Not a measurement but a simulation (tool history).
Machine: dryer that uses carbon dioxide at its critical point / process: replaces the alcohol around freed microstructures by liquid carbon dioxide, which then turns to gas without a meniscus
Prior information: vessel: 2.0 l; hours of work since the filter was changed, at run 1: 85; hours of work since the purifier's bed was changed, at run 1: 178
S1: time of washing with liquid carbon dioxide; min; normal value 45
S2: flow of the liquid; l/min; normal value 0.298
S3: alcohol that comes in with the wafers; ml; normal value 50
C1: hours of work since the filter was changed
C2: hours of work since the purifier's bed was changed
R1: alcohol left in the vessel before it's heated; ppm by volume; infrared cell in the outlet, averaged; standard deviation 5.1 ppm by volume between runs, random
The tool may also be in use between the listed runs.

| run | hour | S1 | S2 | S3 | C1 | C2 | R1 |
|---|---|---|---|---|---|---|---|
| 1 | 0 | 45 | 0.298 | 50 | 85 | 178 | 131 |
| 2 | 12.1 | 45 | 0.298 | 50 | 92 | 185 | 121 |
| 3 | 21.7 | 45 | 0.298 | 50 | 98 | 191 | 134 |
| 4 | 31 | 45 | 0.293 | 50 | 103 | 196 | 136 |
| 5 | 36.6 | 45 | 0.293 | 50 | 107 | 199 | 136 |
| 6 | 48.8 | 32 | 0.293 | 50 | 114 | 207 | 494 |
| 7 | 60.1 | 45 | 0.298 | 65 | 121 | 213 | 156 |
| 8 | 69 | 45 | 0.298 | 65 | 126 | 219 | 158 |
| 9 | 77.7 | 49 | 0.298 | 50 | 131 | 224 | 108 |
| 10 | 89.8 | 28 | 0.299 | 105 | 138 | 231 | 1527 |
| 11 | 96.3 | 28 | 0.299 | 105 | 142 | 235 | 1457 |
| 12 | 103.4 | 45 | 0.298 | 87 | 147 | 239 | 202 |
| 13 | 111.6 | 53 | 0.298 | 50 | 152 | 244 | 90 |
| 14 | 122.9 | 45 | 0.319 | 50 | 158 | 251 | 123 |

Alternative continuations, all from the tool just after run 14; predict every row:
| A | 134.4 | 45 | 0.319 | 22 | 165 | 258 | ? |
| B | 134.4 | 30 | 0.319 | 48 | 165 | 258 | ? |
| C | 134.4 | 29 | 0.459 | 93 | 165 | 258 | ? |
| D | 134.4 | 33 | 0.298 | 25 | 165 | 258 | ? |
| E | 134.4 | 63 | 0.374 | 67 | 165 | 258 | ? |

| run | R1 |
|---|---|
| A | 92 |
| B | 464 |
| C | 195 |
| D | 257 |
| E | 69 |
The same runs, with their run-to-run variation unchanged, on a tool lacking any hidden condition would have given:
| run | R1 |
|---|---|
| A | 21 |
| B | 357 |
| C | 109 |
| D | 169 |
| E | 0 |
